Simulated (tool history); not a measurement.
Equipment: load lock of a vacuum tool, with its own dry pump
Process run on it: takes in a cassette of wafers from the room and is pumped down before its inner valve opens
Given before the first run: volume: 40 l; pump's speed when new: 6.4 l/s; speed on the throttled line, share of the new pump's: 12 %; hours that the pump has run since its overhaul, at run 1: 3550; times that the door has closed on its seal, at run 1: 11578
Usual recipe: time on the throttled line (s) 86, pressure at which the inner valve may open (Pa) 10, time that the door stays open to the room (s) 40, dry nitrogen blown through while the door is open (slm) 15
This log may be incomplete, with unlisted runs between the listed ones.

| run | hour | time on the throttled line (s) | pressure at which the inner valve may open (Pa) | time that the door stays open to the room (s) | dry nitrogen blown through while the door is open (slm) | hours that the pump has run since its overhaul | times that the door has closed on its seal | incoming humidity of the room's air, % | time from the closed door until the inner valve may open (s) | rise of the pressure with all valves shut (Pa/min) |
|---|---|---|---|---|---|---|---|---|---|---|
| 1 | 0.0 | 86 | 10 | 40 | 15 | 3550 | 11578 | 44.9 | 136.4 | 0.045 |
| 2 | 107.3 | 86 | 10 | 40 | 15 | 3657 | 11989 | 45.4 | 138.0 | 0.045 |
| 3 | 244.4 | 86 | 10 | 40 | 15 | 3794 | 12514 | 45.9 | 136.7 | 0.045 |
| 4 | 335.4 | 86 | 10 | 40 | 15 | 3885 | 12862 | 44.7 | 136.6 | 0.040 |
| 5 | 494.9 | 86 | 10 | 40 | 15 | 4045 | 13472 | 46.0 | 137.6 | 0.041 |
| 6 | 587.3 | 86 | 10 | 125 | 15 | 4137 | 13826 | 45.2 | 137.4 | 0.056 |
| 7 | 689.1 | 86 | 10 | 125 | 15 | 4239 | 14216 | 45.0 | 135.9 | 0.055 |
| 8 | 793.7 | 86 | 10 | 40 | 15 | 4344 | 14616 | 44.8 | 137.1 | 0.047 |
| 9 | 968.6 | 86 | 10 | 40 | 15 | 4519 | 15286 | 47.8 | 138.1 | 0.046 |
| 10 | 1041.2 | 86 | 10 | 40 | 15 | 4591 | 15563 | 46.0 | 138.3 | 0.052 |
| 11 | 1169.2 | 86 | 10 | 40 | 22 | 4719 | 16053 | 43.2 | 138.9 | 0.041 |
| 12 | 1327.2 | 86 | 10 | 40 | 22 | 4877 | 16658 | 45.4 | 139.5 | 0.048 |
| 13 | 1495.2 | 86 | 10 | 40 | 22 | 5045 | 17301 | 46.8 | 137.2 | 0.045 |
| 14 | 1648.1 | 86 | 10 | 40 | 22 | 5198 | 17886 | 44.7 | 138.3 | 0.049 |
| 15 | 1760.0 | 86 | 10 | 40 | 22 | 5310 | 18315 | 43.2 | 138.3 | 0.054 |
| 16 | 1848.2 | 86 | 10 | 40 | 22 | 5398 | 18652 | 47.3 | 138.4 | 0.054 |
| 17 | 1984.2 | 86 | 10 | 40 | 22 | 5534 | 19173 | 45.8 | 140.0 | 0.053 |
| 18 | 2142.3 | 86 | 15 | 160 | 32 | 5692 | 19778 | 45.0 | 134.3 | 0.062 |
| 19 | 2262.0 | 86 | 15 | 160 | 32 | 5812 | 20236 | 42.9 | 134.9 | 0.062 |
| 20 | 2376.0 | 86 | 11 | 40 | 26 | 5926 | 20672 | 44.4 | 136.5 | 0.060 |
| 21 | 2500.7 | 51 | 10 | 43 | 14 | 6051 | 21150 | 44.8 | 108.3 | 0.066 |
| 22 | 2675.1 | 58 | 9 | 97 | 23 | 6225 | 21817 | 46.2 | 116.1 | 0.062 |
| 23 | 2849.7 | 58 | 9 | 97 | 23 | 6400 | 22485 | 43.7 | 116.8 | 0.071 |
| 24 | 2965.6 | 100 | 12 | 97 | 13 | 6516 | 22929 | 42.9 | 150.7 | 0.076 |
| 25 | 3093.5 | 163 | 10 | 96 | 39 | 6643 | 23418 | 43.7 | 207.1 | 0.061 |
| 26 | 3237.9 | 163 | 10 | 134 | 39 | 6788 | 23971 | 46.3 | 203.8 | 0.067 |
| 27 | 3400.2 | 86 | 18 | 35 | 15 | 6950 | 24593 | 49.0 | 136.6 | 0.081 |
| 28 | 3485.2 | 71 | 18 | 40 | 9 | 7035 | 24918 | 45.9 | 122.1 | 0.088 |
| 29 | 3658.7 | 71 | 18 | 40 | 9 | 7209 | 25582 | 47.4 | 122.0 | 0.093 |
| 30 | 3784.4 | 43 | 14 | 40 | 12 | 7334 | 26063 | 46.4 | 100.9 | 0.083 |
| 31 | 3938.6 | 104 | 10 | 40 | 15 | 7489 | 26653 | 42.1 | 155.3 | 0.076 |
| 32 | 4013.8 | 104 | 10 | 40 | 15 | 7564 | 26941 | 44.7 | 157.4 | 0.080 |
| 33 | 4097.0 | 45 | 16 | 43 | 38 | 7647 | 27260 | 43.4 | 100.8 | 0.071 |

A few steps of time from the closed door until the inner valve may open (s) between consecutive runs. Split each: what settings, incoming material and random variation would produce without the hidden state, and what is left over for the hidden state, along with gauge scatter present in only one of the two compared results (measured, and without hidden state):
Hidden conditions of the tool in this case: pump's speed, % of a new pump's; leak at the door's seal, Pa l/s; drift of the gauge itself on ready_s, %; drift of the gauge itself on rise_pa_min, %.
Run 23 -> 24: time on the throttled line (s) 58 -> 100, pressure at which the inner valve may open (Pa) 9 -> 12, dry nitrogen blown through while the door is open (slm) 23 -> 13. time from the closed door until the inner valve may open (s) +33.9: hidden state -0.9, all else +34.8.
Run 24 -> 25: time on the throttled line (s) 100 -> 163, pressure at which the inner valve may open (Pa) 12 -> 10, time that the door stays open to the room (s) 97 -> 96, dry nitrogen blown through while the door is open (slm) 13 -> 39. time from the closed door until the inner valve may open (s) +56.4: hidden state -0.5, all else +56.9.
Run 26 -> 27: time on the throttled line (s) 163 -> 86, pressure at which the inner valve may open (Pa) 10 -> 18, time that the door stays open to the room (s) 134 -> 35, dry nitrogen blown through while the door is open (slm) 39 -> 15. time from the closed door until the inner valve may open (s) -67.2: hidden state +0.9, all else -68.1.
Run 29 -> 30: time on the throttled line (s) 71 -> 43, pressure at which the inner valve may open (Pa) 18 -> 14, dry nitrogen blown through while the door is open (slm) 9 -> 12. time from the closed door until the inner valve may open (s) -21.1: hidden state +0.8, all else -21.9.
Run 32 -> 33: time on the throttled line (s) 104 -> 45, pressure at which the inner valve may open (Pa) 10 -> 16, time that the door stays open to the room (s) 40 -> 43, dry nitrogen blown through while the door is open (slm) 15 -> 38. time from the closed door until the inner valve may open (s) -56.6: hidden state +0.5, all else -57.1.
